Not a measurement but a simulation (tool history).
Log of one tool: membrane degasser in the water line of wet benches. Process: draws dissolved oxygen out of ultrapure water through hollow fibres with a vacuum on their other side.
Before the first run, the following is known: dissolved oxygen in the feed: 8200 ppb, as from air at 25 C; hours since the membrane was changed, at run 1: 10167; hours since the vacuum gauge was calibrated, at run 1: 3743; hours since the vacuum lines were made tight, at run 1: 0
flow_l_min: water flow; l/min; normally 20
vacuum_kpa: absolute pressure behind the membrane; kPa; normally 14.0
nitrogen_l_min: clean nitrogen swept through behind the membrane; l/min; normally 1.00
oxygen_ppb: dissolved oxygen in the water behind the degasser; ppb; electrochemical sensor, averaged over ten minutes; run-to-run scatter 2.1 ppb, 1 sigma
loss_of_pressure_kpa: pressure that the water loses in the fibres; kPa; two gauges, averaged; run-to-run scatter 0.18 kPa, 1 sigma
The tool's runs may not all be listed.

run	day	flow_l_min	vacuum_kpa	nitrogen_l_min	hours since the membrane was changed	hours since the vacuum gauge was calibrated	hours since the vacuum lines were made tight	oxygen_ppb	loss_of_pressure_kpa
1	0.000	20	14.0	1.00	10167	3743	0	472.3	33.32
# day 5.042: vacuum gauge calibrated
2	9.875	20	14.0	1.00	10404	116	237	477.2	33.09
3	17.825	20	14.0	1.00	10595	307	427	474.2	33.52
4	27.800	20	14.0	1.00	10834	546	667	474.9	33.56
5	38.517	20	14.0	1.00	11091	803	924	476.8	33.52
6	43.946	20	14.0	1.00	11222	934	1054	468.9	33.36
7	52.442	20	14.0	1.00	11426	1138	1258	469.4	33.53
8	57.612	20	14.0	1.00	11550	1262	1382	473.2	33.07
9	68.850	12	14.0	1.00	11819	1531	1652	291.2	20.14
10	74.125	12	14.0	1.00	11946	1658	1779	290.5	19.93
11	82.621	12	14.0	1.00	12150	1862	1982	292.9	19.91
12	91.200	12	14.0	1.00	12356	2068	2188	290.6	19.86
13	97.958	12	14.0	1.00	12518	2230	2351	290.8	19.87
14	107.196	23	14.0	1.00	12740	2452	2572	538.7	38.30
15	119.025	23	14.0	1.00	13024	2736	2856	537.7	38.07
16	130.308	23	14.0	1.00	13294	3006	3127	540.2	38.60
17	135.583	23	14.0	1.00	13421	3133	3253	537.9	38.13
18	147.521	23	14.0	1.00	13707	3420	3540	537.1	38.73
19	158.167	23	14.0	1.00	13963	3675	3796	536.7	38.51
# day 165.162: vacuum gauge calibrated
20	165.592	20	13.6	2.28	14141	10	3973	226.8	33.11
21	175.021	13	14.0	1.00	14367	237	4200	312.7	21.45
22	185.496	20	16.9	1.00	14618	488	4451	579.3	33.07
23	192.729	20	14.2	0.58	14792	662	4624	724.5	33.44
24	201.283	20	14.2	0.58	14997	867	4830	727.2	32.91
25	206.571	17	14.2	2.09	15124	994	4957	213.0	28.16
# day 217.033: seals of the vacuum lines changed
26	217.033	26	8.6	1.36	15373	1243	0	272.2	43.33
27	227.483	17	8.6	1.44	15624	1494	251	150.9	28.20
# day 228.342: gauge calibrated
28	235.475	15	9.4	1.25	15816	1685	443	175.5	24.99
29	247.050	13	9.4	1.25	16094	1963	720	152.8	21.74

Forecast each of these 4 alternatives for the next run:
A	253.892	14	20.1	0.51	16258	2128	885	?	?
B	253.892	16	9.8	2.79	16258	2128	885	?	?
C	253.892	20	28.0	0.52	16258	2128	885	?	?
D	253.892	13	26.0	0.40	16258	2128	885	?	?

run	oxygen_ppb	loss_of_pressure_kpa
A	904.7	23.71
B	97.5	26.76
C	1622.3	33.17
D	1325.5	21.63
Take away the tool's hidden state, keep each run's random variation, and the runs would have read:
run	oxygen_ppb	loss_of_pressure_kpa
A	907.4	23.68
B	97.7	26.73
C	1627.1	33.12
D	1329.5	21.60
